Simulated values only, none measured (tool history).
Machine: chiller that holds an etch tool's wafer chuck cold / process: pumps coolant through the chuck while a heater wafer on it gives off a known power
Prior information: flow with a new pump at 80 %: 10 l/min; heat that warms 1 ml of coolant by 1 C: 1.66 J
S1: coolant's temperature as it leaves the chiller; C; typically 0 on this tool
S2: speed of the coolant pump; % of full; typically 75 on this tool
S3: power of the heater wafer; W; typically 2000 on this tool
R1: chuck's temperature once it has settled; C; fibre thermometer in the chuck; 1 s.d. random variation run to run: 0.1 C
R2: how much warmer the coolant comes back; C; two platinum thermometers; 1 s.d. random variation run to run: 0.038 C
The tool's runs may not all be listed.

{"run": 1, "day": 0.0, "S1": 0, "S2": 75, "S3": 2000, "R1": 19.4, "R2": 7.99}
{"run": 2, "day": 1.229, "S1": 0, "S2": 75, "S3": 2000, "R1": 19.5, "R2": 7.86}
{"run": 3, "day": 2.454, "S1": 0, "S2": 75, "S3": 2000, "R1": 19.3, "R2": 7.97}
{"run": 4, "day": 3.967, "S1": 0, "S2": 75, "S3": 2000, "R1": 19.3, "R2": 7.91}
{"day": 4.367, "done": "chiller's thermometer calibrated"}
{"run": 5, "day": 5.171, "S1": 2, "S2": 75, "S3": 2000, "R1": 20.9, "R2": 7.96}
{"run": 6, "day": 6.204, "S1": 2, "S2": 75, "S3": 2000, "R1": 21.0, "R2": 7.96}
{"run": 7, "day": 8.104, "S1": 2, "S2": 75, "S3": 2000, "R1": 20.9, "R2": 7.98}
{"run": 8, "day": 9.562, "S1": 0, "S2": 75, "S3": 2000, "R1": 18.9, "R2": 7.92}
{"run": 9, "day": 12.112, "S1": 0, "S2": 75, "S3": 2249, "R1": 21.4, "R2": 9.01}
{"run": 10, "day": 13.567, "S1": 3, "S2": 75, "S3": 2000, "R1": 22.1, "R2": 8.03}
{"run": 11, "day": 15.242, "S1": 0, "S2": 75, "S3": 2000, "R1": 19.0, "R2": 7.99}
{"run": 12, "day": 17.504, "S1": -8, "S2": 75, "S3": 2000, "R1": 11.2, "R2": 7.92}
{"run": 13, "day": 18.988, "S1": -8, "S2": 75, "S3": 2000, "R1": 11.0, "R2": 7.91}
{"run": 14, "day": 20.4, "S1": 0, "S2": 75, "S3": 2000, "R1": 19.0, "R2": 8.1}
{"run": 15, "day": 22.4, "S1": 0, "S2": 88, "S3": 2000, "R1": 16.4, "R2": 6.71}
{"run": 16, "day": 23.842, "S1": 0, "S2": 88, "S3": 2000, "R1": 16.5, "R2": 6.67}
{"run": 17, "day": 25.079, "S1": -5, "S2": 74, "S3": 2000, "R1": 14.6, "R2": 8.17}
{"run": 18, "day": 26.208, "S1": 9, "S2": 72, "S3": 1361, "R1": 22.6, "R2": 5.71}
{"run": 19, "day": 27.45, "S1": 5, "S2": 72, "S3": 2552, "R1": 30.6, "R2": 10.75}
{"run": 20, "day": 29.846, "S1": 0, "S2": 92, "S3": 2070, "R1": 16.4, "R2": 6.6}
{"run": 21, "day": 31.2, "S1": -1, "S2": 89, "S3": 2090, "R1": 16.1, "R2": 6.95}
{"run": 22, "day": 33.154, "S1": -1, "S2": 89, "S3": 2090, "R1": 16.0, "R2": 6.93}
{"run": 23, "day": 34.242, "S1": -1, "S2": 89, "S3": 2090, "R1": 16.0, "R2": 6.92}
{"run": 24, "day": 35.679, "S1": -1, "S2": 86, "S3": 1979, "R1": 16.0, "R2": 6.84}
{"run": 25, "day": 38.038, "S1": 8, "S2": 75, "S3": 2939, "R1": 36.7, "R2": 11.85}
{"run": 26, "day": 40.0, "S1": -4, "S2": 75, "S3": 1073, "R1": 6.5, "R2": 4.36}
{"run": 27, "day": 41.55, "S1": -3, "S2": 71, "S3": 2672, "R1": 24.6, "R2": 11.44}
{"run": 28, "day": 42.979, "S1": -8, "S2": 86, "S3": 1277, "R1": 2.9, "R2": 4.41}
{"run": 29, "day": 44.838, "S1": -1, "S2": 69, "S3": 1277, "R1": 12.6, "R2": 5.7}
{"run": 30, "day": 46.317, "S1": -5, "S2": 63, "S3": 1047, "R1": 7.3, "R2": 5.15}
{"run": 31, "day": 47.917, "S1": -5, "S2": 63, "S3": 1047, "R1": 7.4, "R2": 5.15}

Branching from run 31: 4 alternative next runs. What would each branch give?
{"run": "A", "day": 49.775, "S1": 4, "S2": 75, "S3": 2000, "R1": "?", "R2": "?"}
{"run": "B", "day": 49.775, "S1": -5, "S2": 92, "S3": 1835, "R1": "?", "R2": "?"}
{"run": "C", "day": 49.775, "S1": 7, "S2": 63, "S3": 1363, "R1": "?", "R2": "?"}
{"run": "D", "day": 49.775, "S1": -1, "S2": 81, "S3": 2000, "R1": "?", "R2": "?"}

run=A R1=24.0 R2=8.10
run=B R1=9.8 R2=5.91
run=C R1=23.2 R2=6.72
run=D R1=17.2 R2=7.42
The same runs, with their run-to-run variation unchanged, on a tool lacking any hidden condition would have given:
run=A R1=21.9 R2=7.78
run=B R1=8.2 R2=5.68
run=C R1=21.5 R2=6.46
run=D R1=15.3 R2=7.13
